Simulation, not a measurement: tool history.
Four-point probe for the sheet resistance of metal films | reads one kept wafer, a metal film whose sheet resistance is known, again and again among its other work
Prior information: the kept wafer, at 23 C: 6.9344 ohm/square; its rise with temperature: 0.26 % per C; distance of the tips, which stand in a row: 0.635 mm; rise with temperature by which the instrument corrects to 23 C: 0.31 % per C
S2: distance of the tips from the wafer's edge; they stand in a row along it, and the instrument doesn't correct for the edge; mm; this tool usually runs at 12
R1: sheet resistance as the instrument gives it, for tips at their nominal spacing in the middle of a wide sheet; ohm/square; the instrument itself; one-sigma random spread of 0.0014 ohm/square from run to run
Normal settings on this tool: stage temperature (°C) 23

{"run": 1, "hour": 0.0, "stage temperature (°C)": 23, "S2": 12, "R1": 6.94482}
{"run": 2, "hour": 32.1, "stage temperature (°C)": 23, "S2": 28, "R1": 6.938033}
{"run": 3, "hour": 75.8, "stage temperature (°C)": 23, "S2": 28, "R1": 6.937438}
{"run": 4, "hour": 104.7, "stage temperature (°C)": 23, "S2": 28, "R1": 6.93618}
{"run": 5, "hour": 143.9, "stage temperature (°C)": 23, "S2": 28, "R1": 6.936992}
{"run": 6, "hour": 175.4, "stage temperature (°C)": 23, "S2": 28, "R1": 6.937934}
{"run": 7, "hour": 214.3, "stage temperature (°C)": 23, "S2": 28, "R1": 6.934065}

Predict the results of run 8:
{"run": 8, "hour": 270.0, "stage temperature (°C)": 23, "S2": 28, "R1": "?"}

Run 8 produced R1 6.934813 ohm/square.
Take away the tool's hidden state, keep the run-to-run variation as it was, and the same run would have given R1 6.934345 ohm/square.

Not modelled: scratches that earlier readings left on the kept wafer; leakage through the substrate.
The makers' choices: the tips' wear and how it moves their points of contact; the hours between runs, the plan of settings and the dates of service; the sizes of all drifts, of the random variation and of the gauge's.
